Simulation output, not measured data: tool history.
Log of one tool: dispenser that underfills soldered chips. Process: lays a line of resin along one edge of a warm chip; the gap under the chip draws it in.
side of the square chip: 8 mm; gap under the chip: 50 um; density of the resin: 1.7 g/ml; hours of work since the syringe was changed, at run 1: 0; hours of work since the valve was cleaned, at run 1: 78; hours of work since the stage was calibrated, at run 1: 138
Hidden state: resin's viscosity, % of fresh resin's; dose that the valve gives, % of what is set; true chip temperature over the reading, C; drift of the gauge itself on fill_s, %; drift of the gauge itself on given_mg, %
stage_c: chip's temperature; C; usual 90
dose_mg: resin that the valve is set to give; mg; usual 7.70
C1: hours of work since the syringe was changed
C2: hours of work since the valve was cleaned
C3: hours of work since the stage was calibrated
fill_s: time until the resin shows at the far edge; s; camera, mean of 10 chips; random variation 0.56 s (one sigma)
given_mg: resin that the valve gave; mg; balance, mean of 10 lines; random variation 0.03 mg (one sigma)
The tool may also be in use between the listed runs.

{"run": 1, "hour": 0.0, "stage_c": 90, "dose_mg": 7.7, "C1": 0, "C2": 78, "C3": 138, "fill_s": 49.1, "given_mg": 7.36}
{"run": 2, "hour": 4.6, "stage_c": 90, "dose_mg": 7.7, "C1": 3, "C2": 81, "C3": 141, "fill_s": 56.9, "given_mg": 7.35}
{"run": 3, "hour": 12.1, "stage_c": 90, "dose_mg": 7.7, "C1": 8, "C2": 85, "C3": 145, "fill_s": 73.4, "given_mg": 7.3}
{"hour": 14.1, "done": "new syringe of resin"}
{"run": 4, "hour": 18.6, "stage_c": 90, "dose_mg": 7.7, "C1": 3, "C2": 89, "C3": 149, "fill_s": 56.9, "given_mg": 7.34}
{"run": 5, "hour": 24.6, "stage_c": 90, "dose_mg": 7.7, "C1": 6, "C2": 93, "C3": 153, "fill_s": 70.7, "given_mg": 7.3}
{"run": 6, "hour": 28.2, "stage_c": 82, "dose_mg": 7.7, "C1": 9, "C2": 95, "C3": 155, "fill_s": 104.3, "given_mg": 7.25}
{"hour": 29.0, "done": "new syringe of resin"}
{"run": 7, "hour": 34.6, "stage_c": 82, "dose_mg": 7.7, "C1": 3, "C2": 99, "C3": 159, "fill_s": 79.5, "given_mg": 7.27}
{"run": 8, "hour": 42.3, "stage_c": 82, "dose_mg": 7.7, "C1": 8, "C2": 104, "C3": 163, "fill_s": 103.3, "given_mg": 7.3}
{"hour": 44.2, "done": "new syringe of resin"}
{"run": 9, "hour": 47.8, "stage_c": 80, "dose_mg": 7.7, "C1": 2, "C2": 107, "C3": 166, "fill_s": 78.7, "given_mg": 7.27}
{"run": 10, "hour": 52.8, "stage_c": 80, "dose_mg": 7.7, "C1": 5, "C2": 110, "C3": 170, "fill_s": 92.4, "given_mg": 7.2}
{"run": 11, "hour": 58.1, "stage_c": 80, "dose_mg": 7.7, "C1": 8, "C2": 113, "C3": 173, "fill_s": 112.2, "given_mg": 7.21}
{"hour": 59.4, "done": "new syringe of resin"}
{"run": 12, "hour": 66.2, "stage_c": 80, "dose_mg": 7.7, "C1": 4, "C2": 118, "C3": 178, "fill_s": 89.1, "given_mg": 7.2}
{"run": 13, "hour": 69.7, "stage_c": 80, "dose_mg": 7.7, "C1": 6, "C2": 120, "C3": 180, "fill_s": 100.3, "given_mg": 7.15}
{"hour": 74.5, "done": "new syringe of resin"}
{"run": 14, "hour": 75.1, "stage_c": 80, "dose_mg": 7.7, "C1": 0, "C2": 123, "C3": 183, "fill_s": 72.5, "given_mg": 7.12}
{"run": 15, "hour": 80.0, "stage_c": 80, "dose_mg": 7.7, "C1": 3, "C2": 126, "C3": 186, "fill_s": 85.6, "given_mg": 7.17}
{"run": 16, "hour": 86.9, "stage_c": 102, "dose_mg": 6.87, "C1": 8, "C2": 130, "C3": 190, "fill_s": 53.2, "given_mg": 6.39}
{"hour": 89.6, "done": "new syringe of resin"}
{"run": 17, "hour": 92.9, "stage_c": 90, "dose_mg": 9.6, "C1": 2, "C2": 134, "C3": 194, "fill_s": 53.4, "given_mg": 8.88}
{"run": 18, "hour": 100.1, "stage_c": 90, "dose_mg": 9.6, "C1": 6, "C2": 138, "C3": 198, "fill_s": 69.3, "given_mg": 8.86}
{"hour": 104.7, "done": "new syringe of resin"}
{"hour": 106.6, "done": "dispensing valve cleaned and set on the balance"}
{"run": 19, "hour": 108.4, "stage_c": 93, "dose_mg": 6.5, "C1": 2, "C2": 1, "C3": 202, "fill_s": 51.3, "given_mg": 6.5}
{"run": 20, "hour": 114.7, "stage_c": 88, "dose_mg": 6.6, "C1": 6, "C2": 5, "C3": 206, "fill_s": 76.2, "given_mg": 6.58}
{"run": 21, "hour": 118.4, "stage_c": 81, "dose_mg": 6.89, "C1": 8, "C2": 7, "C3": 208, "fill_s": 107.6, "given_mg": 6.87}
{"hour": 120.9, "done": "new syringe of resin"}
{"run": 22, "hour": 122.6, "stage_c": 89, "dose_mg": 8.03, "C1": 1, "C2": 10, "C3": 211, "fill_s": 52.0, "given_mg": 7.98}
{"run": 23, "hour": 128.2, "stage_c": 97, "dose_mg": 8.71, "C1": 4, "C2": 13, "C3": 214, "fill_s": 49.2, "given_mg": 8.67}
{"run": 24, "hour": 131.7, "stage_c": 76, "dose_mg": 8.9, "C1": 7, "C2": 15, "C3": 216, "fill_s": 112.6, "given_mg": 8.82}

Forecast each of these 3 alternatives for the next run:
{"hour": 135.7, "done": "new syringe of resin"}
{"run": "A", "hour": 139.5, "stage_c": 101, "dose_mg": 7.53, "C1": 2, "C2": 20, "C3": 221, "fill_s": "?", "given_mg": "?"}
{"hour": 135.7, "done": "new syringe of resin"}
{"run": "B", "hour": 139.5, "stage_c": 76, "dose_mg": 8.26, "C1": 2, "C2": 20, "C3": 221, "fill_s": "?", "given_mg": "?"}
{"hour": 135.7, "done": "new syringe of resin"}
{"run": "C", "hour": 139.5, "stage_c": 97, "dose_mg": 9.31, "C1": 2, "C2": 20, "C3": 221, "fill_s": "?", "given_mg": "?"}

run=A fill_s=38.4 given_mg=7.46
run=B fill_s=92.2 given_mg=8.20
run=C fill_s=42.6 given_mg=9.24
Without the tool's hidden state the same runs would have given:
run=A fill_s=32.3 given_mg=7.52
run=B fill_s=77.2 given_mg=8.27
run=C fill_s=35.8 given_mg=9.32
